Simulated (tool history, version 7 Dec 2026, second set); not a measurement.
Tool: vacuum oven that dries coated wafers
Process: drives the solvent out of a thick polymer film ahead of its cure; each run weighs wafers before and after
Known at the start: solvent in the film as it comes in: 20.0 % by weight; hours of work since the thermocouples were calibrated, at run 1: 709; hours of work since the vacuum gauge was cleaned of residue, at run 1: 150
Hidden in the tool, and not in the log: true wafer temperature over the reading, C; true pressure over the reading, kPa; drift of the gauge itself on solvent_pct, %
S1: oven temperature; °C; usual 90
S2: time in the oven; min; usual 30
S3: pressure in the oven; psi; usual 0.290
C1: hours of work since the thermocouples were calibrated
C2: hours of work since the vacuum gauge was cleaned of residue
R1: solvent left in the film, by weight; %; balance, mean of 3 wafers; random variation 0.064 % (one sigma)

run,hour,S1,S2,S3,C1,C2,R1
1,0.0,90,30,0.290,709,150,4.40
2,19.9,90,30,0.290,718,159,4.53
3,29.9,90,30,0.493,723,164,6.24
4,53.6,90,30,0.493,734,175,6.49
5,74.6,90,30,0.493,744,185,6.37
6,85.7,90,30,0.493,750,191,6.46
7,104.6,90,53,0.290,759,200,3.30
8,125.1,84,53,0.290,768,210,4.62
9,139.7,90,30,0.234,775,217,4.13
10,150.2,90,22,0.290,780,222,5.91
11,171.7,90,22,0.290,791,232,5.77
12,190.1,90,28,0.290,800,241,4.80
13,210.1,90,30,0.290,809,250,4.54
14,224.3,90,30,0.290,816,257,4.45
15,246.1,90,30,0.598,826,268,7.41
16,261.6,90,30,0.290,834,275,4.48
17,278.7,90,30,0.290,842,283,4.55
18,295.4,90,30,0.290,850,291,4.62
19,318.5,90,30,0.290,861,302,4.52
20,336.1,97,30,0.290,869,311,2.90
21,351.0,101,28,0.149,877,318,1.31
22,371.8,99,48,0.528,887,328,3.96
23,384.9,105,26,0.196,893,334,1.31
24,394.8,77,17,1.049,898,339,18.85
25,417.2,77,17,1.049,908,349,19.33
26,430.2,77,17,1.049,914,356,18.83
27,447.2,93,16,0.492,923,364,7.70
28,458.7,77,23,0.702,928,369,15.42
29,470.5,90,35,0.321,934,375,4.50
30,486.2,90,43,0.290,941,382,3.79
31,498.0,104,30,0.506,947,388,3.27
32,517.6,104,30,0.506,956,397,3.13
33,532.0,104,30,0.506,963,404,3.19
34,545.8,97,39,0.339,970,411,2.88
35,570.0,97,39,0.339,981,423,2.92
36,584.8,94,39,0.168,989,430,1.98
37,600.3,94,39,0.168,996,437,2.00
38,615.7,94,39,0.168,1003,444,1.98
39,628.4,90,46,0.600,1009,450,6.58
40,644.4,90,46,0.600,1017,458,6.64

3 ways to go on from here, each from the tool as it stands after run 40. What would each give?
A,655.1,98,33,0.789,1022,463,?
B,655.1,90,46,0.300,1022,463,?
C,655.1,75,30,0.290,1022,463,?

run,R1
A,6.22
B,3.73
C,10.95
Without the tool's hidden state the same runs would have given:
run,R1
A,5.74
B,3.30
C,10.12

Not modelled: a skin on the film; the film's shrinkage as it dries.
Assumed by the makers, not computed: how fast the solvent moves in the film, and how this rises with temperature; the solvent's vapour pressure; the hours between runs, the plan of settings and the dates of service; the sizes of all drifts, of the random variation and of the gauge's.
